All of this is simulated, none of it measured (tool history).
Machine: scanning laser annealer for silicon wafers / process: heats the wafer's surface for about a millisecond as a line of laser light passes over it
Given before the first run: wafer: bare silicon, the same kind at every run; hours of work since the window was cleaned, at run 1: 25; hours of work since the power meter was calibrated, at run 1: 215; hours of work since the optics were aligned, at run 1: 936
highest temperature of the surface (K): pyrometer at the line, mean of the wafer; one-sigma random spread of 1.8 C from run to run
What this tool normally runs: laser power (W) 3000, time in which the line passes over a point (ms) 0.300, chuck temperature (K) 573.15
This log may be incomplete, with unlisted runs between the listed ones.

run   hour  laser power (W)  time in which the line passes over a point (ms)  chuck temperature (K)  hours of work since the window was cleaned  hours of work since the power meter was calibrated  hours of work since the optics were aligned  highest temperature of the surface (K)
  1    0.0             3000                                            0.300                 573.15                                          25                                                 215                                          936                                 1325.15
  2    9.4             3000                                            0.300                 573.15                                          29                                                 219                                          940                                 1325.15
  3   21.5             3000                                            0.300                 553.15                                          34                                                 224                                          946                                 1310.15
  4   32.2             3000                                            0.300                 573.15                                          39                                                 229                                          951                                 1323.15
  5   40.8             3000                                            0.300                 573.15                                          43                                                 233                                          955                                 1326.15
  6   53.3             3000                                            0.300                 573.15                                          49                                                 239                                          960                                 1328.15
  7   61.3             3000                                            0.300                 573.15                                          52                                                 242                                          964                                 1324.15
  8   68.6             2631                                            0.300                 573.15                                          56                                                 246                                          967                                 1239.15
  9   75.2             2631                                            0.300                 573.15                                          59                                                 249                                          970                                 1242.15
 10   88.7             2631                                            0.300                 573.15                                          65                                                 255                                          976                                 1242.15
 11   96.9             2631                                            0.300                 573.15                                          68                                                 258                                          980                                 1238.15
 12  111.9             2631                                            0.280                 573.15                                          75                                                 265                                          987                                 1211.15
 13  119.0             3130                                            0.264                 574.15                                          78                                                 268                                          990                                 1299.15
 14  126.5             3130                                            0.264                 574.15                                          82                                                 272                                          993                                 1301.15

Run 15, settings as shown, results not yet in. Your forecast:
 15  135.1             3130                                            0.264                 577.15                                          86                                                 276                                          997                                       ?

Logged for run 15: highest temperature of the surface (K) 1302.15.
Take away the tool's hidden state, keep the run-to-run variation as it was, and the same run would have given highest temperature of the surface (K) 1317.15.
